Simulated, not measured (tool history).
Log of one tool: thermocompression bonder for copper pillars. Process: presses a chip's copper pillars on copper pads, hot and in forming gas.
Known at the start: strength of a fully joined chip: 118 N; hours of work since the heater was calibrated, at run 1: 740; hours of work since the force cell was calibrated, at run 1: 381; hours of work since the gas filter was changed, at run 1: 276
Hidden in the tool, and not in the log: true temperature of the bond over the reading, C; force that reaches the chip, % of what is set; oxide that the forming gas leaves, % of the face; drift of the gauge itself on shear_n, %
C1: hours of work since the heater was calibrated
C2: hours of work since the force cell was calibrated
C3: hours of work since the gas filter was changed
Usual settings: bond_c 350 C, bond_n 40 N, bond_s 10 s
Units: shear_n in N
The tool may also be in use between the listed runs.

Run 1, hour 0: usual settings; C1 740; C2 381; C3 276. Result: shear_n 49.5 N.
Run 2, hour 9.6: usual settings; C1 746; C2 387; C3 282. Result: shear_n 49.5 N.
Run 3, hour 24.3: usual settings; C1 755; C2 396; C3 291. Result: shear_n 48.8 N.
Run 4, hour 36.5: usual settings; C1 762; C2 403; C3 299. Result: shear_n 49.5 N.
Run 5, hour 46.8: usual settings but bond_c 327 C; C1 769; C2 410; C3 305. Result: shear_n 38.8 N.
Run 6, hour 54.8: usual settings; C1 773; C2 415; C3 310. Result: shear_n 48.9 N.
Run 7, hour 72.8: usual settings; C1 785; C2 426; C3 321. Result: shear_n 48.2 N.
Run 8, hour 84.9: usual settings; C1 792; C2 433; C3 328. Result: shear_n 48.9 N.
Run 9, hour 100.9: usual settings but bond_c 344 C, bond_n 29 N, bond_s 23 s; C1 802; C2 443; C3 338. Result: shear_n 44.5 N.
Run 10, hour 115.1: usual settings but bond_c 372 C, bond_n 54 N, bond_s 23 s; C1 811; C2 452; C3 347. Result: shear_n 92 N.
Run 11, hour 123: usual settings but bond_c 372 C, bond_n 54 N, bond_s 23 s; C1 815; C2 457; C3 352. Result: shear_n 90.1 N.
Run 12, hour 140: usual settings but bond_c 372 C, bond_n 54 N, bond_s 23 s; C1 826; C2 467; C3 362. Result: shear_n 90.9 N.
Run 13, hour 156.6: usual settings but bond_c 372 C, bond_n 25 N; C1 836; C2 477; C3 373. Result: shear_n 37 N.
Run 14, hour 174.7: usual settings but bond_c 372 C, bond_n 46 N, bond_s 11 s; C1 847; C2 488; C3 384. Result: shear_n 67.8 N.

5 ways to go on from here, each from the tool as it stands after run 14. What would each give?
Run A, hour 187.3: usual settings but bond_c 340 C, bond_s 11 s; C1 855; C2 496; C3 392. Result: shear_n ?.
Run B, hour 187.3: usual settings but bond_c 358 C, bond_n 37 N, bond_s 6 s; C1 855; C2 496; C3 392. Result: shear_n ?.
Run C, hour 187.3: usual settings but bond_c 326 C, bond_n 36 N; C1 855; C2 496; C3 392. Result: shear_n ?.
Run D, hour 187.3: usual settings but bond_c 329 C, bond_n 41 N; C1 855; C2 496; C3 392. Result: shear_n ?.
Run E, hour 187.3: usual settings but bond_c 376 C; C1 855; C2 496; C3 392. Result: shear_n ?.

run  shear_n
  A     45.4
  B     39.6
  C     32.8
  D     39.6
  E     60.5
Without the tool's hidden state the same runs would have given:
run  shear_n
  A     47.5
  B     41.4
  C     34.1
  D     41.3
  E       64

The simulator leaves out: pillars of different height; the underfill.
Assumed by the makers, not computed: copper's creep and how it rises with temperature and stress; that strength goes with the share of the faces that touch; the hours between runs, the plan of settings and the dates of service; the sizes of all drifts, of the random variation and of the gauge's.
